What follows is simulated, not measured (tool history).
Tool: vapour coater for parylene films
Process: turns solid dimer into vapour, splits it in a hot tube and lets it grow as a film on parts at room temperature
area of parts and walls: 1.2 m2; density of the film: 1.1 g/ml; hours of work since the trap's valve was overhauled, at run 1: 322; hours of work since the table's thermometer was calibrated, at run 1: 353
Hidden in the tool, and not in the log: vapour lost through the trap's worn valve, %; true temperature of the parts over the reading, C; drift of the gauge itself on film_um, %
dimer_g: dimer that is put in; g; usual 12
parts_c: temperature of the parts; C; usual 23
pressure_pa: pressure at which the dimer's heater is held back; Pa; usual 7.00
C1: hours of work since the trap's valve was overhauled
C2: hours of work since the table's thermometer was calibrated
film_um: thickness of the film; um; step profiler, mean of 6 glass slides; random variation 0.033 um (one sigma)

{"run": 1, "hour": 0.0, "dimer_g": 12, "parts_c": 23, "pressure_pa": 7.0, "C1": 322, "C2": 353, "film_um": 6.46}
{"run": 2, "hour": 27.9, "dimer_g": 12, "parts_c": 23, "pressure_pa": 7.0, "C1": 336, "C2": 368, "film_um": 6.48}
{"run": 3, "hour": 61.3, "dimer_g": 12, "parts_c": 23, "pressure_pa": 7.0, "C1": 354, "C2": 386, "film_um": 6.46}
{"run": 4, "hour": 90.4, "dimer_g": 12, "parts_c": 23, "pressure_pa": 3.6, "C1": 370, "C2": 401, "film_um": 7.08}
{"run": 5, "hour": 107.5, "dimer_g": 12, "parts_c": 23, "pressure_pa": 3.6, "C1": 379, "C2": 411, "film_um": 7.04}
{"run": 6, "hour": 124.1, "dimer_g": 12, "parts_c": 23, "pressure_pa": 3.6, "C1": 388, "C2": 419, "film_um": 7.05}
{"run": 7, "hour": 143.9, "dimer_g": 12, "parts_c": 23, "pressure_pa": 3.6, "C1": 398, "C2": 430, "film_um": 6.97}
{"run": 8, "hour": 168.5, "dimer_g": 12, "parts_c": 23, "pressure_pa": 3.6, "C1": 411, "C2": 443, "film_um": 7.0}
{"run": 9, "hour": 190.6, "dimer_g": 13, "parts_c": 23, "pressure_pa": 7.0, "C1": 423, "C2": 455, "film_um": 7.03}
{"run": 10, "hour": 218.1, "dimer_g": 12, "parts_c": 20, "pressure_pa": 7.0, "C1": 438, "C2": 470, "film_um": 7.17}
{"run": 11, "hour": 238.1, "dimer_g": 12, "parts_c": 20, "pressure_pa": 7.0, "C1": 448, "C2": 480, "film_um": 7.19}
{"run": 12, "hour": 258.9, "dimer_g": 12, "parts_c": 20, "pressure_pa": 7.0, "C1": 459, "C2": 491, "film_um": 7.14}
{"run": 13, "hour": 284.7, "dimer_g": 12, "parts_c": 20, "pressure_pa": 7.0, "C1": 473, "C2": 505, "film_um": 7.1}
{"run": 14, "hour": 303.6, "dimer_g": 12, "parts_c": 20, "pressure_pa": 7.0, "C1": 483, "C2": 515, "film_um": 7.17}
{"run": 15, "hour": 335.1, "dimer_g": 12, "parts_c": 31, "pressure_pa": 7.0, "C1": 500, "C2": 532, "film_um": 5.03}
{"run": 16, "hour": 350.7, "dimer_g": 12, "parts_c": 20, "pressure_pa": 7.0, "C1": 508, "C2": 540, "film_um": 7.17}
{"run": 17, "hour": 377.7, "dimer_g": 12, "parts_c": 20, "pressure_pa": 7.0, "C1": 523, "C2": 554, "film_um": 7.19}
{"run": 18, "hour": 399.4, "dimer_g": 12, "parts_c": 20, "pressure_pa": 7.0, "C1": 534, "C2": 566, "film_um": 7.15}
{"run": 19, "hour": 414.5, "dimer_g": 12, "parts_c": 20, "pressure_pa": 7.0, "C1": 542, "C2": 574, "film_um": 7.15}
{"run": 20, "hour": 437.5, "dimer_g": 12, "parts_c": 20, "pressure_pa": 3.37, "C1": 554, "C2": 586, "film_um": 7.73}
{"run": 21, "hour": 452.0, "dimer_g": 17, "parts_c": 23, "pressure_pa": 7.0, "C1": 562, "C2": 594, "film_um": 9.22}
{"run": 22, "hour": 484.3, "dimer_g": 17, "parts_c": 23, "pressure_pa": 7.0, "C1": 579, "C2": 611, "film_um": 9.25}
{"hour": 501.5, "done": "trap's valve overhauled"}
{"run": 23, "hour": 519.8, "dimer_g": 17, "parts_c": 23, "pressure_pa": 7.0, "C1": 10, "C2": 628, "film_um": 9.23}
{"run": 24, "hour": 536.8, "dimer_g": 5, "parts_c": 19, "pressure_pa": 3.69, "C1": 19, "C2": 637, "film_um": 3.31}
{"run": 25, "hour": 569.9, "dimer_g": 20, "parts_c": 18, "pressure_pa": 7.0, "C1": 36, "C2": 655, "film_um": 12.81}
{"run": 26, "hour": 584.3, "dimer_g": 7, "parts_c": 33, "pressure_pa": 7.0, "C1": 44, "C2": 662, "film_um": 2.74}

The next listed run, before its measurement:
{"run": 27, "hour": 608.5, "dimer_g": 12, "parts_c": 23, "pressure_pa": 2.95, "C1": 57, "C2": 675, "film_um": "?"}

{"run 27": {"film_um": 7.18}}
Without the tool's hidden state the same run would have given film_um 7.18 um.
